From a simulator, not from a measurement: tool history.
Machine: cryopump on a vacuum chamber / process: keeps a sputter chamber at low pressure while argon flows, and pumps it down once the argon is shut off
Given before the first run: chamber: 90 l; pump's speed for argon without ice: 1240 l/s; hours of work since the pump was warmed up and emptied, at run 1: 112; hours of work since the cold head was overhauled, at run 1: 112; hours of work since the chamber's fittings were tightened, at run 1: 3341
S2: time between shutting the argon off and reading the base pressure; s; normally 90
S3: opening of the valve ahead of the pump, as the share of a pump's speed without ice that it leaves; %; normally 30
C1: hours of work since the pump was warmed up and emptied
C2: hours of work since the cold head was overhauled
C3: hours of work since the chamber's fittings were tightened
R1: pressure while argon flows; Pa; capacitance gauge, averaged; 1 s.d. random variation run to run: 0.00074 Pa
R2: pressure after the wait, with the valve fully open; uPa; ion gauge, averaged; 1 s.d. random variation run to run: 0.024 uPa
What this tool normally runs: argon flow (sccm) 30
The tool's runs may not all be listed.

Run 1, hour 0.0: usual settings; C1 112; C2 112; C3 3341. Result: R1 0.1386 Pa, R2 3.18 uPa.
Run 2, hour 18.7: usual settings; C1 123; C2 123; C3 3352. Result: R1 0.1380 Pa, R2 3.12 uPa.
Run 3, hour 37.8: usual settings but argon flow (sccm) 51; C1 134; C2 134; C3 3364. Result: R1 0.2336 Pa, R2 3.14 uPa.
Run 4, hour 54.5: usual settings; C1 144; C2 144; C3 3373. Result: R1 0.1381 Pa, R2 3.10 uPa.
Run 5, hour 91.4: usual settings; C1 166; C2 166; C3 3395. Result: R1 0.1385 Pa, R2 3.28 uPa.
Run 6, hour 111.3: usual settings; C1 177; C2 177; C3 3406. Result: R1 0.1387 Pa, R2 3.20 uPa.
Run 7, hour 132.4: usual settings; C1 190; C2 190; C3 3419. Result: R1 0.1387 Pa, R2 3.16 uPa.
Run 8, hour 169.5: usual settings; C1 211; C2 211; C3 3440. Result: R1 0.1414 Pa, R2 3.23 uPa.
Run 9, hour 198.4: usual settings but S2 111 s; C1 228; C2 228; C3 3457. Result: R1 0.1406 Pa, R2 3.15 uPa.
Run 10, hour 217.9: usual settings but S2 111 s; C1 240; C2 240; C3 3469. Result: R1 0.1392 Pa, R2 3.21 uPa.
Run 11, hour 238.0: usual settings but S2 111 s; C1 251; C2 251; C3 3480. Result: R1 0.1410 Pa, R2 3.13 uPa.
Run 12, hour 254.5: usual settings but S2 111 s; C1 261; C2 261; C3 3490. Result: R1 0.1406 Pa, R2 3.26 uPa.
Run 13, hour 275.9: usual settings but argon flow (sccm) 45, S2 31 s; C1 273; C2 273; C3 3502. Result: R1 0.2125 Pa, R2 4.61 uPa.
Run 14, hour 310.5: usual settings but S3 34 %; C1 294; C2 294; C3 3523. Result: R1 0.1256 Pa, R2 3.49 uPa.
At hour 333.9: leaking fittings of the chamber tightened, without venting.
Run 15, hour 340.2: usual settings but S3 34 %; C1 310; C2 310; C3 4. Result: R1 0.1256 Pa, R2 0.93 uPa.
Run 16, hour 370.9: usual settings but argon flow (sccm) 15; C1 328; C2 328; C3 22. Result: R1 0.0703 Pa, R2 0.95 uPa.
Run 17, hour 390.5: usual settings but argon flow (sccm) 15; C1 339; C2 339; C3 33. Result: R1 0.0703 Pa, R2 0.96 uPa.
Run 18, hour 419.2: usual settings but argon flow (sccm) 15; C1 356; C2 356; C3 50. Result: R1 0.0715 Pa, R2 0.97 uPa.
Run 19, hour 453.9: usual settings but argon flow (sccm) 17, S3 36 %; C1 376; C2 376; C3 70. Result: R1 0.0679 Pa, R2 0.97 uPa.
Run 20, hour 473.1: usual settings but argon flow (sccm) 17, S3 36 %; C1 387; C2 387; C3 81. Result: R1 0.0675 Pa, R2 1.00 uPa.

Branching from run 20: 4 alternative next runs. What would each branch give?
Run A, hour 501.3: usual settings but argon flow (sccm) 27, S2 175 s, S3 16 %; C1 404; C2 404; C3 98. Result: R1 ?, R2 ?.
Run B, hour 501.3: usual settings but argon flow (sccm) 43; C1 404; C2 404; C3 98. Result: R1 ?, R2 ?.
Run C, hour 501.3: usual settings but argon flow (sccm) 26, S2 37 s, S3 15 %; C1 404; C2 404; C3 98. Result: R1 ?, R2 ?.
Run D, hour 501.3: usual settings but argon flow (sccm) 17, S2 182 s, S3 42 %; C1 404; C2 404; C3 98. Result: R1 ?, R2 ?.

run      R1    R2
  A  0.2350  0.69
  B  0.2043  1.06
  C  0.2447  1.96
  D  0.0585  0.67
With no hidden state in the tool, these same runs would have given:
run      R1    R2
  A  0.2291  0.56
  B  0.1948  0.92
  C  0.2389  1.83
  D  0.0548  0.54

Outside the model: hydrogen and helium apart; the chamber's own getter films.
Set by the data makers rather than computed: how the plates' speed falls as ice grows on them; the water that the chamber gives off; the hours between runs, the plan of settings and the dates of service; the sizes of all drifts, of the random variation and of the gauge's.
